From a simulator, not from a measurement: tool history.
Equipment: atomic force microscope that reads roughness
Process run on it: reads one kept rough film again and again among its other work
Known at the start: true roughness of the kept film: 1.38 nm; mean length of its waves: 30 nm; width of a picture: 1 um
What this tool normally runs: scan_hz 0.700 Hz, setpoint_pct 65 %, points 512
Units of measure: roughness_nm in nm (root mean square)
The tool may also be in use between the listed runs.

run 1 hour=0.0 | scan_hz=0.700 setpoint_pct=65 points=512 | roughness_nm=1.286
run 2 hour=40.5 | scan_hz=0.700 setpoint_pct=65 points=512 | roughness_nm=1.274
run 3 hour=70.6 | scan_hz=0.719 setpoint_pct=65 points=512 | roughness_nm=1.268
run 4 hour=112.2 | scan_hz=1.581 setpoint_pct=65 points=512 | roughness_nm=1.248
run 5 hour=144.2 | scan_hz=1.581 setpoint_pct=65 points=512 | roughness_nm=1.261
run 6 hour=184.0 | scan_hz=1.581 setpoint_pct=65 points=512 | roughness_nm=1.252
-- hour=190.4 new tip fitted
run 7 hour=214.8 | scan_hz=1.581 setpoint_pct=65 points=512 | roughness_nm=1.249
run 8 hour=240.7 | scan_hz=0.700 setpoint_pct=65 points=512 | roughness_nm=1.279
run 9 hour=272.4 | scan_hz=0.700 setpoint_pct=65 points=512 | roughness_nm=1.288
run 10 hour=299.9 | scan_hz=0.700 setpoint_pct=65 points=512 | roughness_nm=1.272
run 11 hour=331.8 | scan_hz=0.700 setpoint_pct=65 points=512 | roughness_nm=1.276
run 12 hour=354.3 | scan_hz=0.700 setpoint_pct=65 points=512 | roughness_nm=1.267
-- hour=380.7 new tip fitted
run 13 hour=383.2 | scan_hz=0.700 setpoint_pct=65 points=512 | roughness_nm=1.284
run 14 hour=405.5 | scan_hz=0.700 setpoint_pct=65 points=512 | roughness_nm=1.274
run 15 hour=425.2 | scan_hz=3.805 setpoint_pct=65 points=512 | roughness_nm=1.208
run 16 hour=460.9 | scan_hz=3.805 setpoint_pct=65 points=512 | roughness_nm=1.217
run 17 hour=504.0 | scan_hz=3.805 setpoint_pct=65 points=512 | roughness_nm=1.199
run 18 hour=538.2 | scan_hz=0.700 setpoint_pct=65 points=261 | roughness_nm=1.257
run 19 hour=562.7 | scan_hz=0.700 setpoint_pct=65 points=261 | roughness_nm=1.249
-- hour=570.6 new tip fitted
run 20 hour=606.4 | scan_hz=0.700 setpoint_pct=65 points=261 | roughness_nm=1.259
run 21 hour=648.6 | scan_hz=0.700 setpoint_pct=65 points=261 | roughness_nm=1.256
run 22 hour=672.6 | scan_hz=0.700 setpoint_pct=65 points=261 | roughness_nm=1.267
run 23 hour=704.5 | scan_hz=0.700 setpoint_pct=65 points=261 | roughness_nm=1.263
run 24 hour=738.0 | scan_hz=0.700 setpoint_pct=65 points=261 | roughness_nm=1.275
-- hour=760.9 new tip fitted
run 25 hour=767.9 | scan_hz=3.275 setpoint_pct=84 points=261 | roughness_nm=1.105
run 26 hour=804.2 | scan_hz=1.813 setpoint_pct=60 points=512 | roughness_nm=1.268
run 27 hour=835.6 | scan_hz=0.700 setpoint_pct=87 points=267 | roughness_nm=1.224
run 28 hour=863.6 | scan_hz=2.740 setpoint_pct=55 points=512 | roughness_nm=1.251
run 29 hour=895.5 | scan_hz=2.740 setpoint_pct=55 points=512 | roughness_nm=1.263
-- hour=899.2 height scale calibrated on a step standard
run 30 hour=938.0 | scan_hz=1.587 setpoint_pct=65 points=451 | roughness_nm=1.250
-- hour=949.8 new tip fitted
run 31 hour=960.6 | scan_hz=0.700 setpoint_pct=81 points=410 | roughness_nm=1.251
run 32 hour=986.1 | scan_hz=0.700 setpoint_pct=81 points=410 | roughness_nm=1.251
run 33 hour=1029.7 | scan_hz=0.609 setpoint_pct=87 points=282 | roughness_nm=1.240
run 34 hour=1071.9 | scan_hz=3.884 setpoint_pct=83 points=305 | roughness_nm=1.075
run 35 hour=1114.5 | scan_hz=0.700 setpoint_pct=60 points=270 | roughness_nm=1.263
-- hour=1139.7 new tip fitted
run 36 hour=1146.6 | scan_hz=0.700 setpoint_pct=60 points=270 | roughness_nm=1.279
run 37 hour=1180.9 | scan_hz=0.700 setpoint_pct=80 points=306 | roughness_nm=1.241
run 38 hour=1210.6 | scan_hz=0.700 setpoint_pct=80 points=306 | roughness_nm=1.245
run 39 hour=1229.6 | scan_hz=1.706 setpoint_pct=67 points=512 | roughness_nm=1.235
run 40 hour=1262.5 | scan_hz=1.376 setpoint_pct=65 points=768 | roughness_nm=1.257
run 41 hour=1307.0 | scan_hz=1.683 setpoint_pct=73 points=768 | roughness_nm=1.223
-- hour=1327.4 new tip fitted
run 42 hour=1335.6 | scan_hz=0.595 setpoint_pct=65 points=286 | roughness_nm=1.259
run 43 hour=1379.2 | scan_hz=1.574 setpoint_pct=65 points=310 | roughness_nm=1.242
run 44 hour=1413.8 | scan_hz=0.700 setpoint_pct=82 points=628 | roughness_nm=1.258
run 45 hour=1434.3 | scan_hz=0.696 setpoint_pct=75 points=259 | roughness_nm=1.251
run 46 hour=1457.0 | scan_hz=0.696 setpoint_pct=75 points=259 | roughness_nm=1.251
run 47 hour=1476.0 | scan_hz=0.700 setpoint_pct=68 points=289 | roughness_nm=1.265
run 48 hour=1498.8 | scan_hz=3.167 setpoint_pct=65 points=512 | roughness_nm=1.225

4 options for the next run, each taken on its own from the tool as it stands now. Forecast them:
-- hour=1516.7 new tip fitted
run A hour=1540.4 | scan_hz=1.443 setpoint_pct=73 points=864 | roughness_nm=?
-- hour=1516.7 new tip fitted
run B hour=1540.4 | scan_hz=2.898 setpoint_pct=85 points=801 | roughness_nm=?
-- hour=1516.7 new tip fitted
run C hour=1540.4 | scan_hz=3.167 setpoint_pct=81 points=512 | roughness_nm=?
-- hour=1516.7 new tip fitted
run D hour=1540.4 | scan_hz=1.106 setpoint_pct=57 points=307 | roughness_nm=?

run=A roughness_nm=1.241
run=B roughness_nm=1.121
run=C roughness_nm=1.136
run=D roughness_nm=1.271
With no hidden state in the tool, these same runs would have given:
run=A roughness_nm=1.242
run=B roughness_nm=1.122
run=C roughness_nm=1.137
run=D roughness_nm=1.272
